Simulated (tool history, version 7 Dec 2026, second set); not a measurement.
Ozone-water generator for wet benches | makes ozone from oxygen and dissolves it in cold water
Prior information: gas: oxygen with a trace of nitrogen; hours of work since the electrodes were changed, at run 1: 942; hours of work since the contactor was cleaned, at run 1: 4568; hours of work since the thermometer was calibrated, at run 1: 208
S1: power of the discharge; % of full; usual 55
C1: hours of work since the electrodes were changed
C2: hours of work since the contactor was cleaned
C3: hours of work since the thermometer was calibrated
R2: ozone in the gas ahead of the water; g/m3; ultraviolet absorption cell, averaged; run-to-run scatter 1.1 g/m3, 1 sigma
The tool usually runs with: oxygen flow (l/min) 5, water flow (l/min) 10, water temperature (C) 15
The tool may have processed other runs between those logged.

{"run": 1, "hour": 0.0, "S1": 55, "oxygen flow (l/min)": 5, "water flow (l/min)": 10, "water temperature (C)": 15, "C1": 942, "C2": 4568, "C3": 208, "dissolved ozone (ppm)": 29.3, "R2": 201.2}
{"run": 2, "hour": 34.7, "S1": 55, "oxygen flow (l/min)": 5, "water flow (l/min)": 10, "water temperature (C)": 15, "C1": 964, "C2": 4590, "C3": 230, "dissolved ozone (ppm)": 29.2, "R2": 203.4}
{"run": 3, "hour": 56.9, "S1": 55, "oxygen flow (l/min)": 5, "water flow (l/min)": 10, "water temperature (C)": 15, "C1": 978, "C2": 4604, "C3": 244, "dissolved ozone (ppm)": 29.2, "R2": 202.8}
{"run": 4, "hour": 85.4, "S1": 55, "oxygen flow (l/min)": 5, "water flow (l/min)": 10, "water temperature (C)": 15, "C1": 996, "C2": 4622, "C3": 262, "dissolved ozone (ppm)": 29.1, "R2": 204}
{"run": 5, "hour": 108.2, "S1": 55, "oxygen flow (l/min)": 5, "water flow (l/min)": 10, "water temperature (C)": 15, "C1": 1011, "C2": 4636, "C3": 276, "dissolved ozone (ppm)": 29.4, "R2": 203.8}
{"run": 6, "hour": 128.3, "S1": 55, "oxygen flow (l/min)": 5.03, "water flow (l/min)": 10, "water temperature (C)": 15, "C1": 1023, "C2": 4649, "C3": 289, "dissolved ozone (ppm)": 29.1, "R2": 201.8}
{"run": 7, "hour": 146.1, "S1": 55, "oxygen flow (l/min)": 5, "water flow (l/min)": 10, "water temperature (C)": 19, "C1": 1035, "C2": 4661, "C3": 300, "dissolved ozone (ppm)": 27.4, "R2": 202.8}
{"run": 8, "hour": 174.7, "S1": 55, "oxygen flow (l/min)": 5, "water flow (l/min)": 10, "water temperature (C)": 19, "C1": 1053, "C2": 4679, "C3": 318, "dissolved ozone (ppm)": 27, "R2": 203.5}
{"run": 9, "hour": 208.0, "S1": 74, "oxygen flow (l/min)": 5, "water flow (l/min)": 10, "water temperature (C)": 15, "C1": 1074, "C2": 4700, "C3": 339, "dissolved ozone (ppm)": 36.6, "R2": 257.2}
{"run": 10, "hour": 232.7, "S1": 74, "oxygen flow (l/min)": 5, "water flow (l/min)": 10, "water temperature (C)": 15, "C1": 1090, "C2": 4715, "C3": 355, "dissolved ozone (ppm)": 36.6, "R2": 253.3}
{"run": 11, "hour": 263.7, "S1": 74, "oxygen flow (l/min)": 5, "water flow (l/min)": 10, "water temperature (C)": 15, "C1": 1109, "C2": 4735, "C3": 375, "dissolved ozone (ppm)": 36.7, "R2": 253.7}
{"run": 12, "hour": 302.9, "S1": 54, "oxygen flow (l/min)": 3.64, "water flow (l/min)": 10, "water temperature (C)": 15, "C1": 1134, "C2": 4760, "C3": 400, "dissolved ozone (ppm)": 28.5, "R2": 228.7}
{"run": 13, "hour": 343.0, "S1": 89, "oxygen flow (l/min)": 3.91, "water flow (l/min)": 13, "water temperature (C)": 11, "C1": 1160, "C2": 4785, "C3": 425, "dissolved ozone (ppm)": 37, "R2": 323.4}
{"run": 14, "hour": 381.2, "S1": 89, "oxygen flow (l/min)": 3.91, "water flow (l/min)": 13, "water temperature (C)": 11, "C1": 1184, "C2": 4810, "C3": 449, "dissolved ozone (ppm)": 36.8, "R2": 326.5}
{"run": 15, "hour": 400.4, "S1": 92, "oxygen flow (l/min)": 5, "water flow (l/min)": 10, "water temperature (C)": 8, "C1": 1196, "C2": 4822, "C3": 461, "dissolved ozone (ppm)": 48.8, "R2": 303}
{"run": 16, "hour": 418.5, "S1": 55, "oxygen flow (l/min)": 5, "water flow (l/min)": 10, "water temperature (C)": 23, "C1": 1207, "C2": 4833, "C3": 473, "dissolved ozone (ppm)": 25, "R2": 204.6}
{"run": 17, "hour": 442.8, "S1": 77, "oxygen flow (l/min)": 6.01, "water flow (l/min)": 10, "water temperature (C)": 11, "C1": 1223, "C2": 4849, "C3": 488, "dissolved ozone (ppm)": 40.5, "R2": 245.8}
{"run": 18, "hour": 468.8, "S1": 77, "oxygen flow (l/min)": 6.01, "water flow (l/min)": 10, "water temperature (C)": 11, "C1": 1239, "C2": 4865, "C3": 505, "dissolved ozone (ppm)": 40.5, "R2": 243.9}
{"run": 19, "hour": 495.0, "S1": 100, "oxygen flow (l/min)": 5, "water flow (l/min)": 9, "water temperature (C)": 15, "C1": 1256, "C2": 4882, "C3": 521, "dissolved ozone (ppm)": 48.5, "R2": 319.2}
{"run": 20, "hour": 526.8, "S1": 100, "oxygen flow (l/min)": 5, "water flow (l/min)": 9, "water temperature (C)": 15, "C1": 1276, "C2": 4902, "C3": 542, "dissolved ozone (ppm)": 49, "R2": 323}
{"run": 21, "hour": 557.7, "S1": 55, "oxygen flow (l/min)": 5, "water flow (l/min)": 10, "water temperature (C)": 10, "C1": 1296, "C2": 4921, "C3": 561, "dissolved ozone (ppm)": 32.3, "R2": 207.2}
{"run": 22, "hour": 585.7, "S1": 46, "oxygen flow (l/min)": 5, "water flow (l/min)": 12, "water temperature (C)": 10, "C1": 1313, "C2": 4939, "C3": 579, "dissolved ozone (ppm)": 24.5, "R2": 178.7}

Here are 3 independent what-if runs from the current tool condition. What would each one return?
{"run": "A", "hour": 622.2, "S1": 55, "oxygen flow (l/min)": 5, "water flow (l/min)": 10, "water temperature (C)": 20, "C1": 1337, "C2": 4962, "C3": 602, "dissolved ozone (ppm)": "?", "R2": "?"}
{"run": "B", "hour": 622.2, "S1": 90, "oxygen flow (l/min)": 3.86, "water flow (l/min)": 12, "water temperature (C)": 15, "C1": 1337, "C2": 4962, "C3": 602, "dissolved ozone (ppm)": "?", "R2": "?"}
{"run": "C", "hour": 622.2, "S1": 46, "oxygen flow (l/min)": 4.52, "water flow (l/min)": 10, "water temperature (C)": 9, "C1": 1337, "C2": 4962, "C3": 602, "dissolved ozone (ppm)": "?", "R2": "?"}

run=A dissolved_ozone_(ppm)=26.7 R2=206.9
run=B dissolved_ozone_(ppm)=37 R2=333
run=C dissolved_ozone_(ppm)=28.5 R2=189.3
Stripped of hidden state, with their random variation kept, the same runs would have yielded:
run=A dissolved_ozone_(ppm)=26.7 R2=202.5
run=B dissolved_ozone_(ppm)=37.1 R2=325.9
run=C dissolved_ozone_(ppm)=28.5 R2=185.3

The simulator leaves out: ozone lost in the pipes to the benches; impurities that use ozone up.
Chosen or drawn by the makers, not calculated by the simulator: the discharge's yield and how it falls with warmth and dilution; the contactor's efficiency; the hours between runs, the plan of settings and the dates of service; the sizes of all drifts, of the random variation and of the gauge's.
